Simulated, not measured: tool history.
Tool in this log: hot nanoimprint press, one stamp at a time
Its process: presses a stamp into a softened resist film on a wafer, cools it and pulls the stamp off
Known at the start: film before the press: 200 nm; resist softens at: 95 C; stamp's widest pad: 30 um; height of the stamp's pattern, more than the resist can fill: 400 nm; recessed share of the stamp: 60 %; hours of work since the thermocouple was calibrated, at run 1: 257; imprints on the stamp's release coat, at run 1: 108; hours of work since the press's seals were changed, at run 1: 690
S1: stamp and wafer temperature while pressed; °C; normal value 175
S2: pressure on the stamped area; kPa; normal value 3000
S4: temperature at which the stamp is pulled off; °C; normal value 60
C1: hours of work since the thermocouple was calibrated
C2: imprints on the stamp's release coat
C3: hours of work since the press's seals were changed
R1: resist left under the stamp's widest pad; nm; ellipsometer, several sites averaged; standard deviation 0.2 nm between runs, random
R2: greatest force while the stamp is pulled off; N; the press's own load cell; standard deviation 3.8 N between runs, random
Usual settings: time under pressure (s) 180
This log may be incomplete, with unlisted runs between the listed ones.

Run 1, hour 0.0: usual settings; C1 257; C2 108; C3 690. Result: R1 119.5 nm, R2 184 N.
Run 2, hour 48.2: usual settings; C1 282; C2 233; C3 715. Result: R1 119.5 nm, R2 179 N.
Run 3, hour 123.0: usual settings; C1 321; C2 426; C3 754. Result: R1 119.8 nm, R2 185 N.
Run 4, hour 200.0: usual settings but time under pressure (s) 98; C1 361; C2 626; C3 794. Result: R1 142.2 nm, R2 185 N.
Run 5, hour 273.0: usual settings but time under pressure (s) 98; C1 399; C2 815; C3 831. Result: R1 141.9 nm, R2 180 N.
At hour 303.6: plate thermocouple calibrated.
Run 6, hour 321.4: usual settings but time under pressure (s) 98; C1 9; C2 932; C3 855. Result: R1 142.2 nm, R2 183 N.
Run 7, hour 363.0: usual settings but time under pressure (s) 98; C1 31; C2 1040; C3 876. Result: R1 142.8 nm, R2 184 N.
At hour 395.7: stamp cleaned and given a new release coat.
Run 8, hour 446.0: usual settings but S1 166 °C; C1 71; C2 130; C3 916. Result: R1 147.4 nm, R2 187 N.
Run 9, hour 535.4: usual settings but S1 170 °C; C1 117; C2 361; C3 963. Result: R1 135.7 nm, R2 181 N.
Run 10, hour 603.6: usual settings but S1 170 °C; C1 152; C2 538; C3 998. Result: R1 135.7 nm, R2 185 N.
Run 11, hour 658.3: usual settings but S1 170 °C; C1 180; C2 679; C3 1026. Result: R1 135.2 nm, R2 182 N.
Run 12, hour 697.5: usual settings but S1 170 °C; C1 201; C2 781; C3 1046. Result: R1 135.1 nm, R2 179 N.
Run 13, hour 776.4: usual settings but S1 170 °C; C1 241; C2 985; C3 1087. Result: R1 135.2 nm, R2 183 N.
At hour 830.3: stamp cleaned and given a new release coat.
Run 14, hour 847.6: usual settings; C1 275; C2 45; C3 1121. Result: R1 119.5 nm, R2 185 N.
Run 15, hour 923.6: usual settings; C1 314; C2 242; C3 1160. Result: R1 119.7 nm, R2 188 N.
Run 16, hour 1013.4: usual settings but S1 170 °C, S4 61 °C; C1 361; C2 474; C3 1207. Result: R1 135.1 nm, R2 185 N.
Run 17, hour 1080.7: usual settings but S1 170 °C, time under pressure (s) 189, S4 52 °C; C1 396; C2 648; C3 1241. Result: R1 133.5 nm, R2 204 N.
At hour 1106.1: press's hydraulic seals changed and the load cell set to zero.
At hour 1123.4: plate thermocouple calibrated.
Run 18, hour 1135.3: usual settings but S1 170 °C, S2 3700 kPa, time under pressure (s) 189, S4 65 °C; C1 6; C2 761; C3 14. Result: R1 125.8 nm, R2 179 N.
Run 19, hour 1197.2: usual settings but S1 170 °C, S2 3700 kPa, time under pressure (s) 325, S4 65 °C; C1 38; C2 921; C3 46. Result: R1 104.6 nm, R2 177 N.
Run 20, hour 1266.8: usual settings but S1 185 °C, S2 3700 kPa, time under pressure (s) 325, S4 65 °C; C1 74; C2 1101; C3 82. Result: R1 64.7 nm, R2 182 N.
At hour 1279.6: stamp cleaned and given a new release coat.
Run 21, hour 1342.5: usual settings but S1 180 °C, S4 48 °C; C1 110; C2 163; C3 118. Result: R1 104.6 nm, R2 201 N.
Run 22, hour 1379.5: usual settings but S1 167 °C; C1 129; C2 258; C3 137. Result: R1 144.6 nm, R2 180 N.
Run 23, hour 1429.7: usual settings but S1 167 °C, S2 3080 kPa, time under pressure (s) 298; C1 155; C2 388; C3 163. Result: R1 125.4 nm, R2 184 N.
Run 24, hour 1496.4: usual settings but S1 163 °C, time under pressure (s) 334; C1 190; C2 561; C3 197. Result: R1 136.0 nm, R2 182 N.
Run 25, hour 1553.2: usual settings but S1 171 °C, S4 47 °C; C1 219; C2 708; C3 227. Result: R1 131.6 nm, R2 211 N.
Run 26, hour 1629.6: usual settings but S1 171 °C, S2 3230 kPa, time under pressure (s) 235, S4 49 °C; C1 259; C2 906; C3 266. Result: R1 119.0 nm, R2 204 N.
Run 27, hour 1680.2: usual settings but S1 171 °C, S2 3230 kPa, time under pressure (s) 235, S4 49 °C; C1 285; C2 1037; C3 292. Result: R1 118.9 nm, R2 210 N.
At hour 1716.5: stamp cleaned and given a new release coat.
Run 28, hour 1757.7: usual settings but S1 171 °C, S2 3230 kPa, time under pressure (s) 235, S4 49 °C; C1 322; C2 107; C3 329. Result: R1 119.1 nm, R2 197 N.
Run 29, hour 1832.1: usual settings but time under pressure (s) 345; C1 360; C2 299; C3 368. Result: R1 94.6 nm, R2 180 N.

Predict each of these 5 candidate next runs independently; none follows another, all start after run 29:
Run A, hour 1921.2: usual settings but S2 2220 kPa, time under pressure (s) 345; C1 406; C2 530; C3 414. Result: R1 ?, R2 ?.
Run B, hour 1921.2: usual settings but S2 2650 kPa, time under pressure (s) 252; C1 406; C2 530; C3 414. Result: R1 ?, R2 ?.
Run C, hour 1921.2: usual settings but S1 168 °C, S2 3460 kPa, S4 46 °C; C1 406; C2 530; C3 414. Result: R1 ?, R2 ?.
Run D, hour 1921.2: usual settings but S1 177 °C, S2 2410 kPa, time under pressure (s) 345; C1 406; C2 530; C3 414. Result: R1 ?, R2 ?.
Run E, hour 1921.2: usual settings but time under pressure (s) 91; C1 406; C2 530; C3 414. Result: R1 ?, R2 ?.

run     R1   R2
  A  105.9  186
  B  111.4  186
  C  136.3  213
  D   97.0  185
  E  144.8  188
With the hidden condition removed and each run's random variation left untouched, the same runs would have given:
run     R1   R2
  A  106.0  186
  B  111.5  185
  C  136.4  212
  D   97.1  184
  E  144.9  187
